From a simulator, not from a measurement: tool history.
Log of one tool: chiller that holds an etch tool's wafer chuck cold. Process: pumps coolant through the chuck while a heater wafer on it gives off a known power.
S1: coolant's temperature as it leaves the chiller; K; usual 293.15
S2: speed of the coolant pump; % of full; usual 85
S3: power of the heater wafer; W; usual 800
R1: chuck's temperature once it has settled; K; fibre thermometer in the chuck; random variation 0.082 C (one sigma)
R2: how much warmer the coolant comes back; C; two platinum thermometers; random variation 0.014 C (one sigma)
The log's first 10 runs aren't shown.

run,hour,S1,S2,S3,R1,R2
11,333.8,293.15,85,800,298.65,1.80
12,382.7,293.15,85,800,298.49,1.76
13,419.6,293.15,85,800,298.57,1.77
14,460.4,293.15,85,800,298.64,1.79
15,508.1,293.15,85,1175,301.14,2.63
# hour 544.8: chiller's thermometer calibrated
16,550.1,293.15,85,1175,301.25,2.65
17,592.1,293.15,85,872,299.09,1.95
18,627.0,293.15,85,872,299.36,1.94
19,671.3,293.15,94,1088,299.95,2.17
20,711.8,293.15,94,1088,300.00,2.18
21,742.0,293.15,94,1088,299.75,2.16
22,780.8,293.15,94,1088,299.79,2.18
23,827.3,293.15,61,514,298.06,1.66

Run 24 comes next. What will it give?
24,866.4,301.15,61,720,?,?

{"run 24": {"R1": 308.03, "R2": 2.34}}
Without the tool's hidden state the same run would have given R1 308.01 K, R2 2.33 C.
